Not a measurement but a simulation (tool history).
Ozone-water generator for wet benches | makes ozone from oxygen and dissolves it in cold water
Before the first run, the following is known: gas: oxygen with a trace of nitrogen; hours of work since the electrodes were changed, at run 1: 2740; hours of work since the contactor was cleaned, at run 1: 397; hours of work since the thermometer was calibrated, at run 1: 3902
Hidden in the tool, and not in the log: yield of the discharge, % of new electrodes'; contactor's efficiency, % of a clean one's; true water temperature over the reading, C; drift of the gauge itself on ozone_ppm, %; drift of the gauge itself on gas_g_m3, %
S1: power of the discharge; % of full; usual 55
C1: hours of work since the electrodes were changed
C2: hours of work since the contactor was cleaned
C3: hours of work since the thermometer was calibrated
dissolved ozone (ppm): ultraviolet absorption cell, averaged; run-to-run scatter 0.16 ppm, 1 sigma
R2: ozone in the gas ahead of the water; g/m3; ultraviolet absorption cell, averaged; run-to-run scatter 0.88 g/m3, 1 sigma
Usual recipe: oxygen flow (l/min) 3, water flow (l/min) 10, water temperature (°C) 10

run 1 hour=0 | S1=55 oxygen_flow_(l/min)=3 water_flow_(l/min)=10 water_temperature_(°C)=10 | C1=2740 C2=397 C3=3902 | dissolved_ozone_(ppm)=21.2 R2=144.6
run 2 hour=87.7 | S1=76 oxygen_flow_(l/min)=3 water_flow_(l/min)=10 water_temperature_(°C)=10 | C1=2822 C2=479 C3=3985 | dissolved_ozone_(ppm)=27.5 R2=188.7
run 3 hour=161.7 | S1=44 oxygen_flow_(l/min)=3 water_flow_(l/min)=10 water_temperature_(°C)=10 | C1=2891 C2=549 C3=4054 | dissolved_ozone_(ppm)=17.6 R2=121.9
run 4 hour=237.3 | S1=44 oxygen_flow_(l/min)=3 water_flow_(l/min)=10 water_temperature_(°C)=10 | C1=2962 C2=620 C3=4125 | dissolved_ozone_(ppm)=17.5 R2=121.3
-- hour=248.6 water thermometer calibrated
run 5 hour=304.2 | S1=55 oxygen_flow_(l/min)=3 water_flow_(l/min)=10 water_temperature_(°C)=10 | C1=3025 C2=682 C3=52 | dissolved_ozone_(ppm)=21.2 R2=146.3
run 6 hour=383.2 | S1=55 oxygen_flow_(l/min)=3 water_flow_(l/min)=10 water_temperature_(°C)=10 | C1=3099 C2=756 C3=126 | dissolved_ozone_(ppm)=21.5 R2=146.6
run 7 hour=430.4 | S1=55 oxygen_flow_(l/min)=3 water_flow_(l/min)=10 water_temperature_(°C)=10 | C1=3143 C2=801 C3=171 | dissolved_ozone_(ppm)=20.9 R2=144.3
run 8 hour=523.3 | S1=55 oxygen_flow_(l/min)=3 water_flow_(l/min)=10 water_temperature_(°C)=10 | C1=3230 C2=888 C3=258 | dissolved_ozone_(ppm)=21.1 R2=145.5
run 9 hour=570.6 | S1=55 oxygen_flow_(l/min)=3 water_flow_(l/min)=10 water_temperature_(°C)=10 | C1=3275 C2=932 C3=302 | dissolved_ozone_(ppm)=21.1 R2=144.5
run 10 hour=635.2 | S1=55 oxygen_flow_(l/min)=3 water_flow_(l/min)=10 water_temperature_(°C)=10 | C1=3335 C2=993 C3=363 | dissolved_ozone_(ppm)=21 R2=145.2
run 11 hour=699.6 | S1=55 oxygen_flow_(l/min)=3 water_flow_(l/min)=10 water_temperature_(°C)=10 | C1=3396 C2=1053 C3=423 | dissolved_ozone_(ppm)=21.1 R2=144.9
run 12 hour=776.2 | S1=55 oxygen_flow_(l/min)=3 water_flow_(l/min)=10 water_temperature_(°C)=10 | C1=3468 C2=1125 C3=495 | dissolved_ozone_(ppm)=21 R2=146.1
run 13 hour=833.4 | S1=55 oxygen_flow_(l/min)=3 water_flow_(l/min)=10 water_temperature_(°C)=10 | C1=3521 C2=1179 C3=549 | dissolved_ozone_(ppm)=20.9 R2=145.2
run 14 hour=921.1 | S1=55 oxygen_flow_(l/min)=3 water_flow_(l/min)=10 water_temperature_(°C)=13 | C1=3604 C2=1261 C3=631 | dissolved_ozone_(ppm)=20.1 R2=146.5
run 15 hour=962.7 | S1=55 oxygen_flow_(l/min)=1.74 water_flow_(l/min)=10 water_temperature_(°C)=10 | C1=3643 C2=1300 C3=670 | dissolved_ozone_(ppm)=19.4 R2=189.3
run 16 hour=1005.2 | S1=74 oxygen_flow_(l/min)=1.74 water_flow_(l/min)=10 water_temperature_(°C)=10 | C1=3683 C2=1340 C3=710 | dissolved_ozone_(ppm)=24.6 R2=238.9
run 17 hour=1060.7 | S1=75 oxygen_flow_(l/min)=5.27 water_flow_(l/min)=10 water_temperature_(°C)=10 | C1=3735 C2=1392 C3=762 | dissolved_ozone_(ppm)=27.8 R2=143.9
run 18 hour=1144.1 | S1=55 oxygen_flow_(l/min)=2.02 water_flow_(l/min)=8 water_temperature_(°C)=10 | C1=3813 C2=1470 C3=840 | dissolved_ozone_(ppm)=24.3 R2=176.6
run 19 hour=1209.5 | S1=55 oxygen_flow_(l/min)=2.02 water_flow_(l/min)=8 water_temperature_(°C)=10 | C1=3874 C2=1532 C3=902 | dissolved_ozone_(ppm)=24.4 R2=176
run 20 hour=1256.5 | S1=55 oxygen_flow_(l/min)=3 water_flow_(l/min)=10 water_temperature_(°C)=7 | C1=3919 C2=1576 C3=946 | dissolved_ozone_(ppm)=21.7 R2=146.4
run 21 hour=1298.6 | S1=91 oxygen_flow_(l/min)=3 water_flow_(l/min)=10 water_temperature_(°C)=7 | C1=3958 C2=1616 C3=986 | dissolved_ozone_(ppm)=32.8 R2=220.9
run 22 hour=1340.5 | S1=91 oxygen_flow_(l/min)=4.13 water_flow_(l/min)=11 water_temperature_(°C)=5 | C1=3997 C2=1655 C3=1025 | dissolved_ozone_(ppm)=32.3 R2=188.2
run 23 hour=1422.3 | S1=92 oxygen_flow_(l/min)=3 water_flow_(l/min)=7 water_temperature_(°C)=10 | C1=4074 C2=1732 C3=1102 | dissolved_ozone_(ppm)=42.2 R2=221.8

Predict the results of run 24:
run 24 hour=1517.1 | S1=92 oxygen_flow_(l/min)=3 water_flow_(l/min)=7 water_temperature_(°C)=10 | C1=4163 C2=1821 C3=1191 | dissolved_ozone_(ppm)=? R2=?

Run 24 yielded dissolved ozone (ppm) 42.2, R2 218.4 g/m3.
Were there no unlogged condition in the tool, this run, its random variation unchanged, would have produced dissolved ozone (ppm) 42.3, R2 219.1 g/m3.
